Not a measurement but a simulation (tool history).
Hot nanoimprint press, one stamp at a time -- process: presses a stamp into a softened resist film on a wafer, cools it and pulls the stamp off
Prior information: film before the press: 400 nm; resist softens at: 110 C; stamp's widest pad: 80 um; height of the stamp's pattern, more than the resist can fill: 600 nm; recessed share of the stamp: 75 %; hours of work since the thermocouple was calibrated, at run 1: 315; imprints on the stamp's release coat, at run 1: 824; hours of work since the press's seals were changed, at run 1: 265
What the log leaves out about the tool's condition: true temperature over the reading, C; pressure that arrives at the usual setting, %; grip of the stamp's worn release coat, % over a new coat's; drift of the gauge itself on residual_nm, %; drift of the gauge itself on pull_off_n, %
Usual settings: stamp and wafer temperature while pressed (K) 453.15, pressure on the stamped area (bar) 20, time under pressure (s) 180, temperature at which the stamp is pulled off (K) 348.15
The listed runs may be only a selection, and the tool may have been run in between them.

run	day	stamp and wafer temperature while pressed (K)	pressure on the stamped area (bar)	time under pressure (s)	temperature at which the stamp is pulled off (K)	hours of work since the thermocouple was calibrated	imprints on the stamp's release coat	hours of work since the press's seals were changed	resist left under the stamp's widest pad (angstrom)	greatest force while the stamp is pulled off (N)
1	0	453.15	20	180	348.15	315	824	265	2248	108.8
2	0.446	453.15	28.8	180	348.15	320	864	270	1887	109.1
# day 0.846: stamp cleaned and given a new release coat
3	1.246	453.15	28.8	180	348.15	326	35	276	1901	110.8
4	1.692	453.15	28.8	180	348.15	331	75	282	1873	109.3
5	2.017	453.15	20	180	348.15	335	104	285	2244	108.1
6	2.638	453.15	20	180	348.15	342	159	292	2243	109.6
7	3.092	453.15	20	180	348.15	347	199	298	2240	110.7
# day 3.425: plate thermocouple calibrated
8	3.838	453.15	20	193	348.15	5	254	305	2197	110.8
9	4.321	453.15	20	193	348.15	10	297	310	2196	111.3
10	4.592	453.15	20	180	334.15	13	321	313	2247	124.2
11	5.067	457.15	20	180	348.15	19	363	319	1982	110.5
12	5.4	457.15	23.6	180	348.15	23	393	323	1844	110.1
13	5.758	453.15	20	180	348.15	27	424	327	2233	111.5
14	6.046	453.15	20	180	348.15	30	450	330	2235	110.7
15	6.371	453.15	22.3	180	348.15	34	479	334	2128	111.2
16	6.767	453.15	22.3	180	348.15	38	514	338	2133	110.8
17	7.208	453.15	22.3	180	348.15	44	553	344	2136	110.4
18	7.771	453.15	17.4	180	337.15	50	603	350	2379	122.4
19	8.192	457.15	20	180	348.15	55	640	355	1988	112.4
20	8.629	457.15	20	180	348.15	60	679	360	1999	110.8
21	8.946	457.15	20	180	348.15	64	707	364	1989	111.6
22	9.558	460.15	23.6	180	341.15	71	762	371	1683	117.7
# day 10.067: gauge calibrated
23	10.138	460.15	23.6	180	341.15	77	813	377	1674	115.5
24	10.421	460.15	15.2	180	345.15	80	838	380	2085	112.9
# day 11.154: stamp cleaned and given a new release coat
25	11.267	460.15	15.2	180	345.15	87	10	387	2107	112.1
26	11.879	453.15	12.5	267	334.15	94	64	394	2448	122.7
27	12.292	453.15	12.5	267	334.15	99	101	399	2439	122.6
28	12.775	453.15	20	180	336.15	105	143	405	2245	121.1
29	13.129	453.15	20	180	336.15	109	175	409	2240	120.8
30	13.633	453.15	20	180	336.15	115	220	415	2232	122.6
31	13.954	458.15	16	106	342.15	118	248	418	2527	116.5

Per-run results on a tool with no hidden state, each run keeping its own random variation:
run	greatest force while the stamp is pulled off (N)
1	108.6
2	108.8
3	110.5
4	108.8
5	107.5
6	108.8
7	109.7
8	109.7
9	109.9
10	122.7
11	108.9
12	108.5
13	109.7
14	108.8
15	109.2
16	108.7
17	108.1
18	119.7
19	109.7
20	108.1
21	108.8
22	114.5
23	115.3
24	112.7
25	111.8
26	122.1
27	121.9
28	120.2
29	119.8
30	121.3
31	115.2
resist left under the stamp's widest pad (angstrom): within 2 of the measured result in every run.
